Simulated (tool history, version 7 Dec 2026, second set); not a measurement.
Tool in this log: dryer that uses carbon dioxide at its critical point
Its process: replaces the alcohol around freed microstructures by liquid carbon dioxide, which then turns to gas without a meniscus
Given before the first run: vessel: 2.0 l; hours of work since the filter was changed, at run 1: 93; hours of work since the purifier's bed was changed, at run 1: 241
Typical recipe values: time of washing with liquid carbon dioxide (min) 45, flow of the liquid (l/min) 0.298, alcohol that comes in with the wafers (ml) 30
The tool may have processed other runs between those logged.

run   hour  time of washing with liquid carbon dioxide (min)  flow of the liquid (l/min)  alcohol that comes in with the wafers (ml)  hours of work since the filter was changed  hours of work since the purifier's bed was changed  alcohol left in the vessel before it's heated (ppm by volume)
  1    0.0                                                45                       0.298                                          30                                          93                                                 241                                                             98
  2    9.8                                                45                       0.298                                          30                                          98                                                 246                                                            101
  3   24.4                                                45                       0.298                                          30                                         106                                                 254                                                            118
  4   35.6                                                45                       0.272                                          30                                         112                                                 260                                                            137
  5   53.4                                                45                       0.272                                         113                                         121                                                 269                                                            363
  6   62.8                                                45                       0.230                                          30                                         126                                                 274                                                            269
  7   71.0                                                45                       0.234                                          30                                         130                                                 278                                                            241
  8   82.6                                                45                       0.234                                          30                                         136                                                 284                                                            258
  9   95.8                                                45                       0.234                                          30                                         143                                                 291                                                            244
 10  111.4                                                45                       0.234                                          30                                         151                                                 299                                                            272
 11  129.5                                                45                       0.234                                          30                                         161                                                 309                                                            260
 12  144.0                                                45                       0.234                                          30                                         168                                                 316                                                            281
 13  156.2                                                45                       0.234                                          30                                         175                                                 323                                                            273
 14  169.7                                                34                       0.251                                          30                                         182                                                 330                                                            543
 15  185.9                                                27                       0.355                                          90                                         190                                                 338                                                            911
 16  196.8                                                31                       0.207                                          27                                         196                                                 344                                                           1131
 17  208.1                                                31                       0.441                                          44                                         202                                                 350                                                            149
 18  223.4                                                31                       0.441                                          44                                         210                                                 358                                                            163
 19  239.2                                                71                       0.497                                          52                                         218                                                 366                                                             84
 20  250.2                                                71                       0.497                                          52                                         224                                                 372                                                             80
 21  258.4                                                71                       0.497                                          21                                         228                                                 376                                                             83
 22  275.1                                                34                       0.367                                          88                                         237                                                 385                                                            370
 23  283.4                                                64                       0.206                                          88                                         241                                                 389                                                            364
 24  299.2                                                64                       0.206                                          88                                         249                                                 397                                                            370

Hidden state or all else? Some run-to-run changes of alcohol left in the vessel before it's heated (ppm by volume), split into what the settings, what came in and random variation would give without the hidden state, and what is left for the hidden state (with any gauge scatter that isn't in both results):
Unlogged tool condition in this case: flow that reaches the vessel past the clogged filter, %; alcohol in the recycled carbon dioxide, ppm; drift of the gauge itself on alcohol_ppm, %.
Run 14 -> 15: time of washing with liquid carbon dioxide (min) 34 -> 27, flow of the liquid (l/min) 0.251 -> 0.355, alcohol that comes in with the wafers (ml) 30 -> 90. alcohol left in the vessel before it's heated (ppm by volume) +368: hidden state +184, all else +184.
Run 16 -> 17: flow of the liquid (l/min) 0.207 -> 0.441, alcohol that comes in with the wafers (ml) 27 -> 44. alcohol left in the vessel before it's heated (ppm by volume) -982: hidden state -279, all else -703.
